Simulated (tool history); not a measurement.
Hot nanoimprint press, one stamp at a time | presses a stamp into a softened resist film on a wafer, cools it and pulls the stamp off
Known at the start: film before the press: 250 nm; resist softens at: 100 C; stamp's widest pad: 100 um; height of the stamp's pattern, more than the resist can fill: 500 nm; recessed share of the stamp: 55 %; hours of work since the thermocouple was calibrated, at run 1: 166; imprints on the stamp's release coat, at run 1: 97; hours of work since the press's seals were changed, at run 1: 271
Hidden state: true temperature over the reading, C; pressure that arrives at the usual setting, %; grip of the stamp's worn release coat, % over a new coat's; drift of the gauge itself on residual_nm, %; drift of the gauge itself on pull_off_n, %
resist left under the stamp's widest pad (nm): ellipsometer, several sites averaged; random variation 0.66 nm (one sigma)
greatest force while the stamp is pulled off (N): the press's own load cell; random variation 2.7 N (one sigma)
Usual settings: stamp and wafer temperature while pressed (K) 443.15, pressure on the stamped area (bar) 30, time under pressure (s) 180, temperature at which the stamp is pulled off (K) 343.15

run     day  stamp and wafer temperature while pressed (K)  pressure on the stamped area (bar)  time under pressure (s)  temperature at which the stamp is pulled off (K)  hours of work since the thermocouple was calibrated  imprints on the stamp's release coat  hours of work since the press's seals were changed  resist left under the stamp's widest pad (nm)  greatest force while the stamp is pulled off (N)
  1       0                                         443.15                                  30                      180                                            343.15                                                  166                                    97                                                 271                                          122.1                                               126
  2   0.358                                         443.15                                  30                      180                                            343.15                                                  172                                   146                                                 278                                          122.7                                               124
  3   0.696                                         444.15                                  30                      180                                            343.15                                                  178                                   192                                                 284                                          116.1                                               124
  4     1.2                                         443.15                                  30                      128                                            343.15                                                  188                                   262                                                 293                                          136.8                                               124
  5   1.617                                         443.15                                  30                      128                                            343.15                                                  195                                   318                                                 301                                            137                                               131
  6   1.938                                         443.15                                  30                      128                                            343.15                                                  201                                   363                                                 307                                          135.9                                               125
  7   2.242                                         443.15                                  30                      128                                            343.15                                                  207                                   404                                                 312                                          134.7                                               123
  8   2.646                                         443.15                                  30                      128                                            343.15                                                  214                                   460                                                 320                                          135.2                                               126
  9   3.062                                         443.15                                  30                      180                                            341.15                                                  222                                   517                                                 328                                          120.3                                               132
 10   3.558                                         443.15                                  30                      180                                            341.15                                                  231                                   584                                                 337                                            120                                               129
 11   3.917                                         443.15                                  30                      162                                            341.15                                                  238                                   634                                                 343                                          125.2                                               130
 12   4.279                                         443.15                                  30                      162                                            341.15                                                  244                                   683                                                 350                                          124.2                                               131
 13   4.575                                         443.15                                  30                      162                                            341.15                                                  250                                   724                                                 355                                          124.1                                               129
 14   4.954                                         443.15                                  30                      162                                            341.15                                                  257                                   776                                                 362                                          122.6                                               133
 15   5.371                                         443.15                                  30                      162                                            341.15                                                  264                                   833                                                 370                                          123.1                                               130
 16   5.946                                         454.15                                  30                      175                                            343.15                                                  275                                   912                                                 381                                           72.1                                               130
        6.3  -- gauge calibrated
 17   6.317                                         449.15                                  30                      175                                            343.15                                                  282                                   963                                                 387                                           93.5                                               124
 18   6.742                                         449.15                                45.3                       92                                            343.15                                                  290                                  1021                                                 395                                           98.4                                               128
      7.354  -- plate thermocouple calibrated
 19   7.446                                         449.15                                45.3                      145                                            339.15                                                    2                                  1101                                                 406                                           82.2                                               133
 20   7.912                                         440.15                                  30                      110                                            343.15                                                   10                                  1164                                                 414                                          160.2                                               127
 21   8.183                                         450.15                                23.9                      108                                            346.15                                                   15                                  1202                                                 419                                          119.7                                               119
 22   8.496                                         450.15                                24.1                      349                                            346.15                                                   21                                  1245                                                 425                                           73.9                                               115
 23   8.833                                         443.15                                  30                       96                                            328.15                                                   27                                  1291                                                 431                                            148                                               163
 24   9.146                                         443.15                                  30                      206                                            330.15                                                   33                                  1334                                                 437                                          113.8                                               161
 25   9.721                                         443.15                                  30                      206                                            330.15                                                   43                                  1412                                                 448                                          113.9                                               148
 26  10.246                                         443.15                                22.9                      206                                            344.15                                                   53                                  1484                                                 457                                          128.4                                               129
 27  10.688                                         445.15                                22.9                      213                                            344.15                                                   61                                  1545                                                 465                                            116                                               130
 28  11.242                                         445.15                                22.9                      213                                            344.15                                                   71                                  1621                                                 476                                          115.3                                               125
 29  11.754                                         445.15                                22.9                      213                                            344.15                                                   81                                  1691                                                 485                                          114.7                                               125

Forecast each of these 4 alternatives for the next run:
  A  12.067                                         445.15                                22.9                      213                                            328.15                                                   87                                  1734                                                 491                                              ?                                                 ?
  B  12.067                                         440.15                                  30                      137                                            333.15                                                   87                                  1734                                                 491                                              ?                                                 ?
  C  12.067                                         451.15                                36.5                      180                                            343.15                                                   87                                  1734                                                 491                                              ?                                                 ?
  D  12.067                                         442.15                                  30                      180                                            343.15                                                   87                                  1734                                                 491                                              ?                                                 ?

run  resist left under the stamp's widest pad (nm)  greatest force while the stamp is pulled off (N)
  A                                          115.1                                               166
  B                                            147                                               153
  C                                           74.7                                               129
  D                                          124.4                                               125
Without the tool's hidden state the same runs would have given:
run  resist left under the stamp's widest pad (nm)  greatest force while the stamp is pulled off (N)
  A                                          118.3                                               164
  B                                          151.1                                               151
  C                                           76.8                                               127
  D                                          127.9                                               123
